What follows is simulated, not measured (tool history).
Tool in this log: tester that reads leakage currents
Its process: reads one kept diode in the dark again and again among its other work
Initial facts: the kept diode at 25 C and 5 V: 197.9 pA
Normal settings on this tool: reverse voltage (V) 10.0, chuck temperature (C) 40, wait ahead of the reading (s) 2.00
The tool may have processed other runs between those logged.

run,hour,reverse voltage (V),chuck temperature (C),wait ahead of the reading (s),current that the tester gives (pA)
1,0.0,10.0,40,2.00,883.62
2,15.7,10.0,40,2.00,880.15
3,46.8,10.0,32,2.00,487.15
4,75.4,10.0,40,2.00,879.55
5,105.0,10.0,40,2.00,879.86
6,118.4,10.0,40,2.00,880.89
7,139.4,10.0,40,2.00,886.15
8,156.1,10.0,40,2.00,884.08
9,179.3,10.0,40,2.00,877.96
10,196.3,5.8,40,2.00,666.51
11,211.6,1.7,21,2.00,82.68
12,236.7,8.7,52,2.72,1890.86

Forecast each of these 4 alternatives for the next run:
A,261.3,1.1,47,0.90,?
B,261.3,1.6,52,5.79,?
C,261.3,2.3,58,2.72,?
D,261.3,10.0,23,2.26,?

run,current that the tester gives (pA)
A,463.48
B,792.67
C,1402.93
D,241.42
With the hidden condition removed and each run's random variation left untouched, the same runs would have given:
run,current that the tester gives (pA)
A,463.58
B,792.84
C,1403.22
D,241.39

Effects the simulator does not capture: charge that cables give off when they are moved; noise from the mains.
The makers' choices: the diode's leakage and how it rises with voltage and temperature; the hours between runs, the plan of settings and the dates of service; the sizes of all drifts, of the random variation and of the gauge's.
